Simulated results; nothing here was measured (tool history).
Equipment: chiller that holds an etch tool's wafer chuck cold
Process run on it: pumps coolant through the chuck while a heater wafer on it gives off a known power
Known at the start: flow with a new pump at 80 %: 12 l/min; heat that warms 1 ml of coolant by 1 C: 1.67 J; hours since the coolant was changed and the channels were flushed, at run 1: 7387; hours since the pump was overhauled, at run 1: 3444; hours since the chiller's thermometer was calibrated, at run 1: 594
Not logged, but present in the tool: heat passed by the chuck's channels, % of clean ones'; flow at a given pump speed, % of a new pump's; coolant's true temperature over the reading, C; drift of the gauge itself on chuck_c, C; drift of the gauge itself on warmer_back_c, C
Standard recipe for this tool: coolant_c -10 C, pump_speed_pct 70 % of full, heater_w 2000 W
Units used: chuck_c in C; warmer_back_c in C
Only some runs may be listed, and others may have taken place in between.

run,hour,coolant_c,pump_speed_pct,heater_w,hours since the coolant was changed and the channels were flushed,hours since the pump was overhauled,hours since the chiller's thermometer was calibrated,chuck_c,warmer_back_c
1,0.0,-10,70,2000,7387,3444,594,6.2,7.48
2,65.3,-10,70,2000,7453,3510,659,6.1,7.46
3,187.0,-10,70,2000,7574,3631,781,6.2,7.39
4,247.0,-10,70,2000,7634,3691,841,6.2,7.46
5,318.8,-10,71,2000,7706,3763,913,6.3,7.35
6,392.3,-10,70,2441,7780,3837,986,9.9,9.11
7,456.1,-10,70,2441,7844,3900,1050,10.2,9.15
8,533.7,-10,70,2000,7921,3978,1128,6.7,7.51
9,659.9,-10,70,2000,8047,4104,1254,6.4,7.59
# hour 692.7: coolant changed, channels flushed
10,776.2,-10,70,2000,83,4214,1364,4.9,7.55
11,833.6,-10,70,2000,141,4272,1421,5.0,7.54
12,901.6,-10,70,2000,209,4340,1489,5.0,7.56
13,1006.5,-10,70,2623,314,4445,1594,9.7,10.00
14,1116.6,-10,70,2623,424,4555,1704,9.5,9.92
15,1209.2,-10,70,2953,517,4647,1797,12.3,11.14
16,1305.6,-7,70,1210,613,4744,1893,2.0,4.61
17,1413.5,-7,72,2208,721,4852,2001,9.3,8.15
18,1465.2,-7,72,2208,772,4903,2053,9.2,8.14
19,1592.8,-10,70,1190,900,5031,2181,-1.2,4.51
20,1685.1,-10,83,2897,992,5123,2273,9.3,9.19
21,1747.2,-10,83,2897,1055,5185,2335,9.4,9.24

Run 22 comes next. What will it give?
22,1834.0,-10,83,2897,1141,5272,2422,?,?

{"run 22": {"chuck_c": 9.3, "warmer_back_c": 9.17}}
The same run, on a tool lacking any hidden state, would have yielded chuck_c 7.8 C, warmer_back_c 8.29 C.

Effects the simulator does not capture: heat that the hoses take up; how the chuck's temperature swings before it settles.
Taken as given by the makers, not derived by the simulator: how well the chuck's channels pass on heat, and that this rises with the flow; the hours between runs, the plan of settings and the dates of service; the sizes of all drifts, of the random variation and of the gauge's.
